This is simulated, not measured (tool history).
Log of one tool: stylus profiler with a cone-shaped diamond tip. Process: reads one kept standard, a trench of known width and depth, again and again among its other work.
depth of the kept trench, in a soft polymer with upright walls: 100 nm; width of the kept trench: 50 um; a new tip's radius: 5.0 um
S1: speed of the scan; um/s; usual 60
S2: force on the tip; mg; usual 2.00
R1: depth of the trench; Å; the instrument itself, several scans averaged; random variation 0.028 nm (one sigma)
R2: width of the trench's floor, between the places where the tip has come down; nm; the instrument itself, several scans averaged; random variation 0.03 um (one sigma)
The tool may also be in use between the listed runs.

{"run": 1, "hour": 0.0, "S1": 60, "S2": 2.0, "R1": 1013.6, "R2": 47410}
{"run": 2, "hour": 20.1, "S1": 33, "S2": 2.0, "R1": 1013.9, "R2": 47480}
{"run": 3, "hour": 40.4, "S1": 33, "S2": 2.0, "R1": 1013.9, "R2": 47470}
{"run": 4, "hour": 65.8, "S1": 60, "S2": 2.0, "R1": 1014.1, "R2": 47310}
{"run": 5, "hour": 93.5, "S1": 60, "S2": 2.0, "R1": 1014.1, "R2": 47250}
{"run": 6, "hour": 112.7, "S1": 60, "S2": 2.0, "R1": 1014.0, "R2": 47270}
{"run": 7, "hour": 125.4, "S1": 60, "S2": 2.0, "R1": 1014.2, "R2": 47270}
{"run": 8, "hour": 149.3, "S1": 60, "S2": 2.0, "R1": 1014.3, "R2": 47260}
{"run": 9, "hour": 166.0, "S1": 60, "S2": 2.0, "R1": 1013.5, "R2": 47280}
{"run": 10, "hour": 182.4, "S1": 60, "S2": 1.01, "R1": 1008.6, "R2": 47080}
{"run": 11, "hour": 194.6, "S1": 60, "S2": 1.01, "R1": 1008.8, "R2": 47080}
{"run": 12, "hour": 221.6, "S1": 202, "S2": 2.0, "R1": 1013.8, "R2": 46340}
{"run": 13, "hour": 243.7, "S1": 202, "S2": 2.0, "R1": 1014.2, "R2": 46410}
{"run": 14, "hour": 258.5, "S1": 202, "S2": 2.0, "R1": 1014.4, "R2": 46380}
{"run": 15, "hour": 273.2, "S1": 202, "S2": 2.0, "R1": 1014.1, "R2": 46300}
{"run": 16, "hour": 293.6, "S1": 202, "S2": 2.0, "R1": 1014.1, "R2": 46250}
{"run": 17, "hour": 316.0, "S1": 202, "S2": 2.0, "R1": 1013.8, "R2": 46320}
{"run": 18, "hour": 341.5, "S1": 202, "S2": 2.0, "R1": 1015.2, "R2": 46330}
{"run": 19, "hour": 354.5, "S1": 60, "S2": 1.59, "R1": 1012.3, "R2": 47120}
{"run": 20, "hour": 368.9, "S1": 60, "S2": 1.59, "R1": 1012.5, "R2": 47110}
{"run": 21, "hour": 389.5, "S1": 60, "S2": 1.59, "R1": 1013.0, "R2": 47050}
{"run": 22, "hour": 413.4, "S1": 60, "S2": 1.59, "R1": 1012.5, "R2": 47070}
{"run": 23, "hour": 438.6, "S1": 60, "S2": 1.59, "R1": 1012.6, "R2": 47070}
{"run": 24, "hour": 462.7, "S1": 75, "S2": 2.58, "R1": 1017.1, "R2": 47020}
{"run": 25, "hour": 481.6, "S1": 77, "S2": 5.96, "R1": 1029.4, "R2": 47170}
{"run": 26, "hour": 508.5, "S1": 137, "S2": 3.46, "R1": 1020.6, "R2": 46830}
{"run": 27, "hour": 525.7, "S1": 204, "S2": 1.63, "R1": 1012.9, "R2": 45970}
{"run": 28, "hour": 549.8, "S1": 204, "S2": 1.63, "R1": 1012.8, "R2": 45980}
{"run": 29, "hour": 567.3, "S1": 49, "S2": 0.78, "R1": 1007.9, "R2": 46920}
{"run": 30, "hour": 590.5, "S1": 61, "S2": 1.47, "R1": 1012.0, "R2": 46960}
{"run": 31, "hour": 604.8, "S1": 37, "S2": 5.14, "R1": 1026.9, "R2": 47220}
{"run": 32, "hour": 632.6, "S1": 19, "S2": 2.09, "R1": 1014.9, "R2": 47250}
{"run": 33, "hour": 654.5, "S1": 39, "S2": 3.39, "R1": 1020.7, "R2": 47210}
{"run": 34, "hour": 668.3, "S1": 155, "S2": 3.39, "R1": 1020.5, "R2": 46640}
{"run": 35, "hour": 681.0, "S1": 158, "S2": 5.37, "R1": 1028.3, "R2": 46740}
{"run": 36, "hour": 693.8, "S1": 60, "S2": 1.67, "R1": 1012.8, "R2": 46920}
{"run": 37, "hour": 705.4, "S1": 60, "S2": 1.67, "R1": 1013.5, "R2": 46940}
{"run": 38, "hour": 731.8, "S1": 60, "S2": 1.67, "R1": 1013.5, "R2": 46940}
{"run": 39, "hour": 747.1, "S1": 58, "S2": 2.0, "R1": 1014.9, "R2": 46930}
{"run": 40, "hour": 760.6, "S1": 38, "S2": 1.8, "R1": 1014.4, "R2": 46980}
{"run": 41, "hour": 779.9, "S1": 18, "S2": 2.3, "R1": 1015.9, "R2": 47200}
{"run": 42, "hour": 801.5, "S1": 18, "S2": 2.3, "R1": 1016.6, "R2": 47150}
{"run": 43, "hour": 821.1, "S1": 51, "S2": 1.69, "R1": 1013.4, "R2": 46970}
{"run": 44, "hour": 838.5, "S1": 75, "S2": 4.02, "R1": 1022.8, "R2": 46920}
{"run": 45, "hour": 860.8, "S1": 20, "S2": 2.83, "R1": 1019.2, "R2": 47180}
{"run": 46, "hour": 880.6, "S1": 26, "S2": 2.83, "R1": 1018.6, "R2": 47080}

Forecast each of these 3 alternatives for the next run:
{"run": "A", "hour": 900.8, "S1": 70, "S2": 1.46, "R1": "?", "R2": "?"}
{"run": "B", "hour": 900.8, "S1": 41, "S2": 4.38, "R1": "?", "R2": "?"}
{"run": "C", "hour": 900.8, "S1": 215, "S2": 2.09, "R1": "?", "R2": "?"}

run=A R1=1012.6 R2=46730
run=B R1=1024.9 R2=47040
run=C R1=1015.4 R2=45940
Without the tool's hidden state the same runs would have given:
run=A R1=1011.5 R2=47510
run=B R1=1023.8 R2=47830
run=C R1=1014.3 R2=46730
